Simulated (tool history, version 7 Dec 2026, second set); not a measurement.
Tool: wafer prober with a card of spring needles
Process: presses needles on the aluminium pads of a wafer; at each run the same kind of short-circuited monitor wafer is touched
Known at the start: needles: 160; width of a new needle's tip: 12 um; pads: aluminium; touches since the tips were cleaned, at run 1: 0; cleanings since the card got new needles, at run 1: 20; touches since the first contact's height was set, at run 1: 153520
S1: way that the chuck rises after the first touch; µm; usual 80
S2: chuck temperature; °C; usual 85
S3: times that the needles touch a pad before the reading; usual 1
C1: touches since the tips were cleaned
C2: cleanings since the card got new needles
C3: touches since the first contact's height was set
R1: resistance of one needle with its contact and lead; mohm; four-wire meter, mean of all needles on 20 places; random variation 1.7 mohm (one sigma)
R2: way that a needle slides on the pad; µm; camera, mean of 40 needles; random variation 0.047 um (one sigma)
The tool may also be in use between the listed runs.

| run | day | S1 | S2 | S3 | C1 | C2 | C3 | R1 | R2 |
|---|---|---|---|---|---|---|---|---|---|
| 1 | 0 | 80 | 85 | 1 | 0 | 20 | 153520 | 168 | 17.67 |
|  | 0.867 | tips cleaned on abrasive film |
|  | 1.708 | tips cleaned on abrasive film |
| 2 | 2.404 | 80 | 85 | 1 | 5893 | 22 | 173820 | 170 | 17.73 |
|  | 2.546 | tips cleaned on abrasive film |
|  | 3.358 | tips cleaned on abrasive film |
| 3 | 4.054 | 80 | 85 | 1 | 5879 | 24 | 187701 | 170 | 17.76 |
|  | 4.217 | tips cleaned on abrasive film |
|  | 5.042 | tips cleaned on abrasive film |
|  | 5.888 | tips cleaned on abrasive film |
| 4 | 6.267 | 80 | 85 | 1 | 3210 | 27 | 206356 | 168 | 17.82 |
|  | 6.846 | tips cleaned on abrasive film |
|  | 7.654 | tips cleaned on abrasive film |
|  | 8.492 | tips cleaned on abrasive film |
| 5 | 8.854 | 80 | 30 | 1 | 3102 | 30 | 228180 | 156 | 17.75 |
|  | 9.325 | tips cleaned on abrasive film |
|  | 10.104 | tips cleaned on abrasive film |
|  | 10.975 | tips cleaned on abrasive film |
|  | 11.462 | height of the first contact set anew |
| 6 | 11.462 | 80 | 85 | 2 | 4047 | 33 | 0 | 168 | 17.73 |
|  | 11.808 | tips cleaned on abrasive film |
|  | 12.712 | tips cleaned on abrasive film |
| 7 | 13.304 | 80 | 85 | 3 | 5025 | 35 | 15533 | 170 | 17.7 |
|  | 13.654 | tips cleaned on abrasive film |
|  | 14.446 | tips cleaned on abrasive film |
|  | 15.308 | tips cleaned on abrasive film |
| 8 | 15.796 | 80 | 85 | 1 | 4124 | 38 | 36522 | 168 | 17.71 |
|  | 16.083 | tips cleaned on abrasive film |
|  | 16.896 | tips cleaned on abrasive film |
| 9 | 17.408 | 80 | 85 | 1 | 4359 | 40 | 50115 | 169 | 17.75 |
|  | 17.692 | tips cleaned on abrasive film |
|  | 18.592 | tips cleaned on abrasive film |
|  | 19.404 | tips cleaned on abrasive film |
| 10 | 19.404 | 80 | 85 | 3 | 0 | 43 | 66914 | 169 | 17.75 |
|  | 20.283 | tips cleaned on abrasive film |
|  | 21.129 | tips cleaned on abrasive film |
|  | 21.958 | tips cleaned on abrasive film |
| 11 | 22.146 | 80 | 85 | 1 | 1577 | 46 | 90018 | 170 | 17.68 |
|  | 22.812 | tips cleaned on abrasive film |
|  | 23.729 | tips cleaned on abrasive film |
| 12 | 24.204 | 80 | 85 | 1 | 4008 | 48 | 107385 | 170 | 17.7 |
|  | 24.579 | tips cleaned on abrasive film |
|  | 25.362 | tips cleaned on abrasive film |
|  | 26.238 | tips cleaned on abrasive film |
| 13 | 26.379 | 80 | 87 | 1 | 1199 | 51 | 125714 | 164 | 17.65 |
|  | 27.096 | tips cleaned on abrasive film |
|  | 27.992 | tips cleaned on abrasive film |
|  | 28.875 | tips cleaned on abrasive film |
| 14 | 29.125 | 80 | 74 | 1 | 2112 | 54 | 148857 | 165 | 17.69 |
|  | 29.658 | tips cleaned on abrasive film |
|  | 30.492 | tips cleaned on abrasive film |
| 15 | 30.688 | 80 | 74 | 1 | 1683 | 56 | 162036 | 169 | 17.68 |
|  | 31.271 | tips cleaned on abrasive film |
|  | 32.162 | tips cleaned on abrasive film |
|  | 32.946 | tips cleaned on abrasive film |
| 16 | 33.125 | 80 | 74 | 1 | 1511 | 59 | 182562 | 164 | 17.75 |
|  | 33.833 | tips cleaned on abrasive film |
|  | 34.729 | tips cleaned on abrasive film |
| 17 | 35.088 | 87 | 89 | 2 | 3025 | 61 | 199109 | 172 | 19.27 |
|  | 35.604 | tips cleaned on abrasive film |
|  | 36.483 | tips cleaned on abrasive film |
|  | 37.392 | tips cleaned on abrasive film |
| 18 | 37.658 | 67 | 49 | 2 | 2269 | 64 | 220778 | 165 | 14.89 |
|  | 38.188 | tips cleaned on abrasive film |
|  | 39.083 | tips cleaned on abrasive film |
|  | 39.925 | tips cleaned on abrasive film |
| 19 | 40.308 | 64 | 57 | 1 | 3263 | 67 | 243128 | 167 | 14.13 |
|  | 40.888 | tips cleaned on abrasive film |
|  | 41.229 | height of the first contact set anew |
|  | 41.75 | tips cleaned on abrasive film |
| 20 | 42.242 | 92 | 57 | 1 | 4146 | 69 | 8519 | 163 | 20.38 |
|  | 42.583 | tips cleaned on abrasive film |
|  | 43.417 | tips cleaned on abrasive film |
| 21 | 43.829 | 67 | 87 | 1 | 3504 | 71 | 21907 | 167 | 14.78 |
|  | 44.375 | tips cleaned on abrasive film |
|  | 45.246 | tips cleaned on abrasive film |
| 22 | 45.933 | 99 | 99 | 2 | 5826 | 73 | 39649 | 172 | 21.98 |

The next listed run, before its measurement:
|  | 46.075 | tips cleaned on abrasive film |
|  | 46.95 | tips cleaned on abrasive film |
| 23 | 47.662 | 99 | 42 | 2 | 6021 | 75 | 54233 | ? | ? |

{"run 23": {"R1": 162, "R2": 21.98}}
Without the tool's hidden state the same run would have given R1 162 mohm, R2 21.98 µm.

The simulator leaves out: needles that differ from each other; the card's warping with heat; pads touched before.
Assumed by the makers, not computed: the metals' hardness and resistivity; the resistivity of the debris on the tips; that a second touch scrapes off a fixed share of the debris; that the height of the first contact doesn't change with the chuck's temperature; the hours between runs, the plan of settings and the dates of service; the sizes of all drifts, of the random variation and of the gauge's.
